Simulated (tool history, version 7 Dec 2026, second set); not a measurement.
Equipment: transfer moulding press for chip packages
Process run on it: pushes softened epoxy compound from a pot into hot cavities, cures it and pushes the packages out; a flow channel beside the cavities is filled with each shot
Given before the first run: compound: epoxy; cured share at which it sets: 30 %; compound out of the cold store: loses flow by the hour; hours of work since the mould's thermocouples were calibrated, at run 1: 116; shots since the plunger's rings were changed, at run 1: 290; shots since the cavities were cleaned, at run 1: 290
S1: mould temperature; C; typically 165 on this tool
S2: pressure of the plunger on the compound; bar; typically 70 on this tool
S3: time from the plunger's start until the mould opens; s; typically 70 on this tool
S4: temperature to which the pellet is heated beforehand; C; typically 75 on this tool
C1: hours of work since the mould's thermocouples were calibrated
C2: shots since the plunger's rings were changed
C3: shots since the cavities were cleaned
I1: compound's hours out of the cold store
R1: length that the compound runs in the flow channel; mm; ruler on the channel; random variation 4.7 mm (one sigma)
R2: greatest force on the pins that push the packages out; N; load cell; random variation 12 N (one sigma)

run	hour	S1	S2	S3	S4	C1	C2	C3	I1	R1	R2
1	0	165	70	70	75	116	290	290	8.5	935	1284
2	21	165	70	76	75	132	662	662	47.1	787	1033
3	44.1	165	70	76	75	150	1070	1070	20.6	870	1189
# hour 53.2: cavities cleaned with cleaning compound and waxed
4	65.4	159	70	70	75	165	1421	216	12.9	924	1679
5	89.7	159	70	70	75	183	1851	646	17.2	903	2138
6	101.4	159	70	70	75	192	2057	852	20.2	891	2206
# hour 121.2: cavities cleaned with cleaning compound and waxed
7	122.2	165	70	70	83	207	2399	17	45	783	619
8	148.1	165	70	70	81	227	2858	476	43.2	787	1136
9	173.7	165	70	70	75	247	3311	929	12.7	892	1485
# hour 177.3: plunger's sealing rings changed
# hour 192.9: cavities cleaned with cleaning compound and waxed
10	195.8	165	52.3	70	75	260	301	51	8.6	810	840
11	209.8	165	70	70	75	271	548	298	13.4	918	1203
12	221.3	164	70	70	75	280	752	502	30.2	846	1360
13	236.5	164	70	70	75	292	1021	771	12.7	921	1574
14	250.4	165	70	70	75	302	1267	1017	42.6	808	1329
# hour 253.7: mould's thermocouples calibrated
# hour 263.1: cavities cleaned with cleaning compound and waxed
15	275.1	165	56.6	70	75	15	1642	211	12.9	813	1090
16	294.8	169	54.2	75	75	30	1992	561	15.2	776	943
17	317.5	169	54.2	75	75	48	2393	962	46.3	686	895
# hour 331.9: mould's thermocouples calibrated, once more
# hour 333.4: cavities cleaned with cleaning compound and waxed
18	346.2	167	72.3	70	79	10	2840	228	32.6	823	854
19	359.5	167	72.3	70	79	20	3075	463	43.7	805	1007
# hour 377.5: plunger's sealing rings changed
20	382.7	161	74.7	78	79	36	94	830	32.7	871	1276
21	400.9	160	68.1	67	82	50	414	1150	27.8	866	2026
# hour 404.6: cavities cleaned with cleaning compound and waxed
22	423.2	171	70	70	75	66	783	329	21.2	864	799
23	445.3	171	70	70	75	83	1175	721	17.1	869	940
24	458.6	160	71	70	75	93	1409	955	46.8	803	1762
# hour 473.3: cavities cleaned with cleaning compound and waxed
25	479.8	160	71	70	75	108	1758	115	12.4	919	1273
26	498.3	163	71	71	75	122	2085	442	24.7	865	1338
27	521.4	163	71	71	75	140	2494	851	47.5	784	1394
28	537.7	163	71	71	75	152	2784	1141	26.4	860	1498
# hour 542.8: cavities cleaned with cleaning compound and waxed
29	550.4	165	70	70	82	161	2981	135	19.8	867	897

Hidden state or all else? Some run-to-run changes of R1, split into what the settings, what came in and random variation would give without the hidden state, and what is left for the hidden state (with any gauge scatter that isn't in both results):
Unlogged tool condition in this case: true mould temperature over the reading, C; pressure that reaches the compound, % of what is set; grip of the stained cavities, % over clean ones'; drift of the gauge itself on flow_mm, %; drift of the gauge itself on push_out_n, %.
Run 1 -> 2: S3 70 -> 76. R1 -148 mm: hidden state -3, all else -145.
Run 9 -> 10: S2 70 -> 52.3, plunger's sealing rings changed, cavities cleaned with cleaning compound and waxed. R1 -82 mm: hidden state +29, all else -111.
Run 17 -> 18: S1 169 -> 167, S2 54.2 -> 72.3, S3 75 -> 70, S4 75 -> 79, mould's thermocouples calibrated, once more, cavities cleaned with cleaning compound and waxed. R1 +137 mm: hidden state -9, all else +146.
Run 19 -> 20: S1 167 -> 161, S2 72.3 -> 74.7, S3 70 -> 78, plunger's sealing rings changed. R1 +66 mm: hidden state +25, all else +41.
